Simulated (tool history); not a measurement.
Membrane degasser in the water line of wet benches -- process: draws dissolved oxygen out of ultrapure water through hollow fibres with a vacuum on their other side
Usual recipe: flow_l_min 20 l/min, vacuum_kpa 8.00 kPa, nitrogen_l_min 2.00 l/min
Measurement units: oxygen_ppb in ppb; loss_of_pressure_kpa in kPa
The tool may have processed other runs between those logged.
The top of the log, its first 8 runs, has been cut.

run    hour  flow_l_min  vacuum_kpa  nitrogen_l_min  oxygen_ppb  loss_of_pressure_kpa
  9   745.0          20        8.00            2.00       120.2                 33.59
 10   859.5          20        8.00            2.00       119.0                 33.45
 11   941.6          20        8.00            2.00       121.6                 33.36
 12  1014.4          20        8.00            2.00       119.1                 33.48
 13  1124.4          20        8.00            2.00       119.9                 33.73
 14  1240.4          20        8.00            2.00       119.8                 33.04
 15  1329.9          20        8.00            2.00       119.2                 33.57
 16  1385.5          20        8.95            2.00       141.5                 33.91
 17  1494.6          20        8.95            2.00       141.0                 33.89
 18  1611.2          20        8.95            2.00       140.1                 33.64
 19  1683.7          20        8.00            5.32        52.8                 34.12
 20  1752.4          20        8.00            5.32        52.0                 33.77
 21  1806.6          15        8.00            2.70        66.8                 25.39
 22  1922.3          15        8.00            2.70        66.7                 25.22
 23  2020.6          22        6.62            4.18        54.0                 37.23
 24  2075.3          20        6.15            0.96       141.0                 33.86

For run 25, what comes out?
 25  2142.1          20        6.15            0.96           ?                     ?

oxygen_ppb: 143.9 ppb
loss_of_pressure_kpa: 33.91 kPa
Take away the tool's hidden state, keep the run-to-run variation as it was, and the same run would have given oxygen_ppb 143.7 ppb, loss_of_pressure_kpa 33.01 kPa.
